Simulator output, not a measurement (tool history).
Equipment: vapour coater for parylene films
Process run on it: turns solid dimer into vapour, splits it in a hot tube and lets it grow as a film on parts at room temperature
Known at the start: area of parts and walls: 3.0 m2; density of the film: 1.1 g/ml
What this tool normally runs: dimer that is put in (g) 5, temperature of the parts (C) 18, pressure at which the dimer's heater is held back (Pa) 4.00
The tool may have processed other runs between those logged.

run   hour  dimer that is put in (g)  temperature of the parts (C)  pressure at which the dimer's heater is held back (Pa)  thickness of the film (µm)
  1    0.0                         5                            18                                                    4.00                        0.95
  2   49.2                         5                            18                                                    4.00                        0.94
  3  112.0                         3                            18                                                    4.00                        0.57
     156.1  -- trap's valve overhauled
  4  165.6                         4                            18                                                    4.00                        0.76
  5  220.8                         4                            18                                                    4.00                        0.75
  6  247.7                         4                            18                                                    4.00                        0.76
  7  294.8                         5                            21                                                    4.00                        0.91
  8  323.8                         3                            23                                                    4.00                        0.54
  9  363.9                         3                            23                                                    4.00                        0.52
 10  425.4                         5                            18                                                    2.19                        1.03
 11  486.4                         5                            18                                                    2.19                        1.04
     540.0  -- trap's valve overhauled
 12  546.6                         5                            18                                                    2.19                        1.02
 13  599.8                         4                            18                                                    5.37                        0.72
 14  631.9                         4                            18                                                    5.37                        0.72

Here are 5 independent what-if runs from the current tool condition. What would each one return?
  A  693.5                         5                            25                                                    5.94                           ?
  B  693.5                         9                            18                                                    2.15                           ?
  C  693.5                         4                            15                                                    5.37                           ?
  D  693.5                         4                            13                                                    4.10                           ?
  E  693.5                         4                            18                                                    5.75                           ?

run  thickness of the film (µm)
  A                        0.81
  B                        1.88
  C                        0.76
  D                        0.82
  E                        0.74
Take away the tool's hidden state, keep each run's random variation, and the runs would have read:
run  thickness of the film (µm)
  A                        0.81
  B                        1.88
  C                        0.76
  D                        0.82
  E                        0.74
